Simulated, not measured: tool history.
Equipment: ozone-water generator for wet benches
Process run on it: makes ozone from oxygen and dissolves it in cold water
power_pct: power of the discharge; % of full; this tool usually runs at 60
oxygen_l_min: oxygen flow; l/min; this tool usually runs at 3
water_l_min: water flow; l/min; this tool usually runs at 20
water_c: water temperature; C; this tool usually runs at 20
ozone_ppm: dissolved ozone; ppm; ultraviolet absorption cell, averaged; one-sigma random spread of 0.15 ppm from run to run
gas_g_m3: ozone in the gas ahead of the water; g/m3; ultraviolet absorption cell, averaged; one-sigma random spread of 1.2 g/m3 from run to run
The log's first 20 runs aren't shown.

run    hour  power_pct  oxygen_l_min  water_l_min  water_c  hours of work since the electrodes were changed  hours of work since the contactor was cleaned  hours of work since the thermometer was calibrated  ozone_ppm  gas_g_m3
 21  1025.7         45          3.09           16       24                                             1816                                           1095                                                1268       15.9     159.7
 22    1090         60          3.12           20       15                                             1860                                           1139                                                1312       18.1     199.4
 23    1126         58             3           17       13                                             1885                                           1164                                                1337       21.1     197.4
 24  1187.1         58             3           17       13                                             1927                                           1206                                                1379       20.9     199.6
 25  1245.8         60             3           16       25                                             1968                                           1247                                                1420       19.4     204.1
 26  1283.9         86          3.66           13       14                                             1994                                           1273                                                1446       34.7     242.3
 27  1342.5         58          3.66           20       28                                             2035                                           1314                                                1487       15.2     177.5
 28  1408.4         74          2.77           14       13                                             2080                                           1359                                                1532       29.3     252.8
 29  1446.3         74          1.54           14       13                                             2106                                           1385                                                1558       27.3     350.5
 30    1486         74          2.43           14       27                                             2134                                           1413                                                1586       24.3     272.6
 31  1526.6         60          5.07           14       24                                             2162                                           1441                                                1614       20.6     148.4
 32  1569.3         59          2.23           14       24                                             2191                                           1470                                                1643       21.2     239.5
 33  1614.5         59          2.23           13       24                                             2222                                           1501                                                1674       22.5     237.8

What if the next run were any one of these 3? Each begins from the tool's condition after run 33:
  A  1678.9         60           1.8           20       20                                             2267                                           1546                                                1719          ?         ?
  B  1678.9         60          2.66           24       15                                             2267                                           1546                                                1719          ?         ?
  C  1678.9         59          5.08           28       15                                             2267                                           1546                                                1719          ?         ?

run  ozone_ppm  gas_g_m3
  A       15.6     271.4
  B       14.6     217.6
  C       13.6     145.3
Had the tool no hidden state, the same runs would have come out as:
run  ozone_ppm  gas_g_m3
  A       17.3     295.2
  B       16.3     236.6
  C       15.2     157.8
